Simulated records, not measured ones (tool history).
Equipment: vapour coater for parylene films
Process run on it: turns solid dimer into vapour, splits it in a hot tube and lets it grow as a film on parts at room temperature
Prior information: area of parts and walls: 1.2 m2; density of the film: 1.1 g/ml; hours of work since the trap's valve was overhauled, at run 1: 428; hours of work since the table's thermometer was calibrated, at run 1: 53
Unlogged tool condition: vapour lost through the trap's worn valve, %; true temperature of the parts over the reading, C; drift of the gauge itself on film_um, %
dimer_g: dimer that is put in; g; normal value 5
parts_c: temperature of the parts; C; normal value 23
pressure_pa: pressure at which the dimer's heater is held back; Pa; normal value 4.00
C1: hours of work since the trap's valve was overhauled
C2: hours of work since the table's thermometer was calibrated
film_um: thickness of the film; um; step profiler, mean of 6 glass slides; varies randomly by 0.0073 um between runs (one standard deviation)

{"run": 1, "hour": 0.0, "dimer_g": 5, "parts_c": 23, "pressure_pa": 4.0, "C1": 428, "C2": 53, "film_um": 1.962}
{"run": 2, "hour": 26.4, "dimer_g": 5, "parts_c": 23, "pressure_pa": 4.0, "C1": 439, "C2": 63, "film_um": 1.959}
{"run": 3, "hour": 43.3, "dimer_g": 5, "parts_c": 23, "pressure_pa": 4.0, "C1": 446, "C2": 70, "film_um": 1.962}
{"hour": 57.8, "done": "trap's valve overhauled"}
{"run": 4, "hour": 69.2, "dimer_g": 5, "parts_c": 23, "pressure_pa": 4.0, "C1": 5, "C2": 79, "film_um": 1.961}
{"run": 5, "hour": 83.9, "dimer_g": 5, "parts_c": 23, "pressure_pa": 4.0, "C1": 11, "C2": 85, "film_um": 1.95}
{"run": 6, "hour": 110.4, "dimer_g": 5, "parts_c": 23, "pressure_pa": 4.0, "C1": 21, "C2": 96, "film_um": 1.953}
{"run": 7, "hour": 130.1, "dimer_g": 2, "parts_c": 19, "pressure_pa": 2.14, "C1": 29, "C2": 104, "film_um": 0.963}
{"run": 8, "hour": 157.1, "dimer_g": 2, "parts_c": 19, "pressure_pa": 2.14, "C1": 40, "C2": 114, "film_um": 0.978}
{"run": 9, "hour": 175.4, "dimer_g": 7, "parts_c": 18, "pressure_pa": 5.02, "C1": 47, "C2": 122, "film_um": 2.902}
{"run": 10, "hour": 204.8, "dimer_g": 7, "parts_c": 18, "pressure_pa": 5.02, "C1": 59, "C2": 134, "film_um": 2.881}
{"run": 11, "hour": 219.0, "dimer_g": 5, "parts_c": 22, "pressure_pa": 4.0, "C1": 65, "C2": 139, "film_um": 1.999}

Predict each of these 4 candidate next runs independently; none follows another, all start after run 11:
{"run": "A", "hour": 244.9, "dimer_g": 5, "parts_c": 24, "pressure_pa": 6.73, "C1": 75, "C2": 150, "film_um": "?"}
{"run": "B", "hour": 244.9, "dimer_g": 4, "parts_c": 31, "pressure_pa": 6.16, "C1": 75, "C2": 150, "film_um": "?"}
{"run": "C", "hour": 244.9, "dimer_g": 7, "parts_c": 25, "pressure_pa": 3.52, "C1": 75, "C2": 150, "film_um": "?"}
{"run": "D", "hour": 244.9, "dimer_g": 2, "parts_c": 22, "pressure_pa": 3.11, "C1": 75, "C2": 150, "film_um": "?"}

run=A film_um=1.694
run=B film_um=1.183
run=C film_um=2.671
run=D film_um=0.842
With no hidden state in the tool, these same runs would have given:
run=A film_um=1.710
run=B film_um=1.195
run=C film_um=2.697
run=D film_um=0.850
